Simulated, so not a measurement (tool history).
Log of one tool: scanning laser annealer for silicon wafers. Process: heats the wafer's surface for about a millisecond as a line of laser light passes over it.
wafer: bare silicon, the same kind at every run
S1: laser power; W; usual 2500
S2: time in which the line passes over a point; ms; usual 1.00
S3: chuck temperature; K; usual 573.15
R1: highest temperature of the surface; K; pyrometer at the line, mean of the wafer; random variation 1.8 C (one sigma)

{"run": 1, "hour": 0.0, "S1": 2500, "S2": 1.0, "S3": 573.15, "R1": 1272.15}
{"run": 2, "hour": 12.9, "S1": 2500, "S2": 1.0, "S3": 573.15, "R1": 1270.15}
{"run": 3, "hour": 26.1, "S1": 2500, "S2": 1.0, "S3": 573.15, "R1": 1271.15}
{"run": 4, "hour": 42.8, "S1": 2500, "S2": 1.0, "S3": 573.15, "R1": 1272.15}
{"run": 5, "hour": 54.2, "S1": 2500, "S2": 1.0, "S3": 573.15, "R1": 1267.15}
{"run": 6, "hour": 64.7, "S1": 2500, "S2": 1.0, "S3": 573.15, "R1": 1269.15}
{"run": 7, "hour": 72.5, "S1": 2500, "S2": 1.0, "S3": 573.15, "R1": 1267.15}
{"run": 8, "hour": 84.1, "S1": 2231, "S2": 1.0, "S3": 573.15, "R1": 1175.15}
{"run": 9, "hour": 98.1, "S1": 2611, "S2": 1.0, "S3": 573.15, "R1": 1303.15}
{"run": 10, "hour": 107.6, "S1": 2611, "S2": 1.0, "S3": 573.15, "R1": 1304.15}
{"run": 11, "hour": 120.3, "S1": 2500, "S2": 1.0, "S3": 573.15, "R1": 1262.15}
{"run": 12, "hour": 130.4, "S1": 2500, "S2": 1.0, "S3": 573.15, "R1": 1264.15}
{"run": 13, "hour": 142.6, "S1": 2371, "S2": 0.72, "S3": 579.15, "R1": 1116.15}
{"run": 14, "hour": 155.6, "S1": 2371, "S2": 0.72, "S3": 579.15, "R1": 1114.15}
{"run": 15, "hour": 169.2, "S1": 2371, "S2": 0.89, "S3": 593.15, "R1": 1199.15}
{"hour": 180.2, "done": "window over the wafer cleaned"}
{"run": 16, "hour": 180.2, "S1": 2500, "S2": 1.0, "S3": 598.15, "R1": 1333.15}
{"run": 17, "hour": 187.1, "S1": 2209, "S2": 0.74, "S3": 601.15, "R1": 1127.15}
{"run": 18, "hour": 202.8, "S1": 2209, "S2": 0.74, "S3": 601.15, "R1": 1128.15}
{"run": 19, "hour": 218.6, "S1": 2628, "S2": 0.95, "S3": 589.15, "R1": 1346.15}
{"run": 20, "hour": 226.9, "S1": 2203, "S2": 1.11, "S3": 548.15, "R1": 1212.15}
{"run": 21, "hour": 236.2, "S1": 2203, "S2": 1.11, "S3": 548.15, "R1": 1212.15}

3 ways to go on from here, each from the tool as it stands after run 21. What would each give?
{"run": "A", "hour": 252.7, "S1": 2260, "S2": 1.17, "S3": 573.15, "R1": "?"}
{"run": "B", "hour": 252.7, "S1": 2563, "S2": 0.76, "S3": 583.15, "R1": "?"}
{"run": "C", "hour": 252.7, "S1": 2504, "S2": 0.99, "S3": 548.15, "R1": "?"}

run=A R1=1277.15
run=B R1=1230.15
run=C R1=1275.15
Without the tool's hidden state the same runs would have given:
run=A R1=1298.15
run=B R1=1249.15
run=C R1=1297.15
